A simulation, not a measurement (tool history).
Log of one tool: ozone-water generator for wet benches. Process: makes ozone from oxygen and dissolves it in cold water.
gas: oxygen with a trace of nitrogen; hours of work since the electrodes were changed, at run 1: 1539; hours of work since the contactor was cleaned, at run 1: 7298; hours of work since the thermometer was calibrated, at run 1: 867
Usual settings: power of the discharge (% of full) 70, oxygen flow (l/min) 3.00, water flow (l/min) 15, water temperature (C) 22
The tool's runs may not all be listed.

run   hour  power of the discharge (% of full)  oxygen flow (l/min)  water flow (l/min)  water temperature (C)  hours of work since the electrodes were changed  hours of work since the contactor was cleaned  hours of work since the thermometer was calibrated  dissolved ozone (ppm)  ozone in the gas ahead of the water (g/m3)
  1    0.0                                  70                 3.00                  15                     22                                             1539                                           7298                                                 867                   21.3                                       216.8
  2   35.3                                  70                 3.00                  15                     22                                             1573                                           7331                                                 901                   21.2                                       218.2
  3   71.4                                  70                 3.00                  15                     22                                             1607                                           7365                                                 935                   21.0                                       216.4
  4   94.6                                  70                 3.00                  15                     22                                             1629                                           7387                                                 957                   21.2                                       217.6
  5  137.8                                  70                 4.15                  15                     22                                             1670                                           7428                                                 998                   23.0                                       199.1
  6  169.8                                  70                 4.15                  15                     22                                             1700                                           7459                                                1028                   23.0                                       197.6
  7  204.6                                  70                 4.15                  15                     22                                             1733                                           7491                                                1061                   23.2                                       198.3
  8  243.3                                  70                 3.00                  15                     22                                             1770                                           7528                                                1098                   21.2                                       221.7
  9  269.1                                  70                 3.00                  15                     22                                             1794                                           7552                                                1122                   21.0                                       218.9
 10  309.9                                  70                 3.00                  15                     22                                             1833                                           7591                                                1160                   21.4                                       223.5
 11  343.5                                  70                 3.00                  15                     22                                             1864                                           7623                                                1192                   21.1                                       220.7
 12  372.0                                  70                 3.00                  15                     22                                             1891                                           7650                                                1219                   21.2                                       224.3
 13  410.0                                  70                 3.00                  15                     22                                             1927                                           7686                                                1255                   21.1                                       222.3
 14  437.7                                  40                 1.79                  12                     16                                             1954                                           7712                                                1281                   13.8                                       157.7
     457.2  -- gauge calibrated
 15  478.2                                  63                 1.95                  22                     29                                             1992                                           7750                                                1320                   11.0                                       226.8
 16  501.7                                  63                 1.95                  22                     29                                             2014                                           7773                                                1342                   11.1                                       228.0
 17  526.4                                  70                 3.00                  20                     22                                             2038                                           7796                                                1365                   16.9                                       219.2
 18  568.4                                  70                 3.00                  20                     22                                             2077                                           7836                                                1405                   16.8                                       220.3
     604.4  -- contactor cleaned
 19  604.4                                  59                 3.04                  15                     22                                             2107                                              0                                                1435                   18.1                                       187.2
 20  631.2                                  59                 2.84                  16                     22                                             2133                                             25                                                1461                   17.2                                       191.2
 21  663.5                                  44                 3.00                  13                     22                                             2163                                             56                                                1491                   15.7                                       145.2
 22  696.7                                  70                 3.00                  10                     21                                             2195                                             87                                                1523                   28.4                                       221.1
 23  734.2                                  70                 3.00                  10                     21                                             2230                                            123                                                1558                   28.7                                       224.5
 24  765.2                                  44                 4.54                  15                     27                                             2260                                            152                                                1588                   14.2                                       127.7

Forecast each of these 5 alternatives for the next run:
  A  804.5                                  44                 2.04                  10                     27                                             2297                                            189                                                1625                      ?                                           ?
  B  804.5                                  48                 3.00                  15                     22                                             2297                                            189                                                1625                      ?                                           ?
  C  804.5                                  66                 3.00                  23                     22                                             2297                                            189                                                1625                      ?                                           ?
  D  804.5                                  70                 3.00                  15                     22                                             2297                                            189                                                1625                      ?                                           ?
  E  804.5                                  68                 4.54                  13                     24                                             2297                                            189                                                1625                      ?                                           ?

run  dissolved ozone (ppm)  ozone in the gas ahead of the water (g/m3)
  A                   16.0                                       166.2
  B                   15.0                                       157.4
  C                   13.9                                       210.8
  D                   21.3                                       222.2
  E                   24.0                                       190.8
Without the tool's hidden state the same runs would have given:
run  dissolved ozone (ppm)  ozone in the gas ahead of the water (g/m3)
  A                   16.0                                       162.6
  B                   15.0                                       154.0
  C                   13.9                                       206.3
  D                   21.4                                       217.5
  E                   24.0                                       186.8

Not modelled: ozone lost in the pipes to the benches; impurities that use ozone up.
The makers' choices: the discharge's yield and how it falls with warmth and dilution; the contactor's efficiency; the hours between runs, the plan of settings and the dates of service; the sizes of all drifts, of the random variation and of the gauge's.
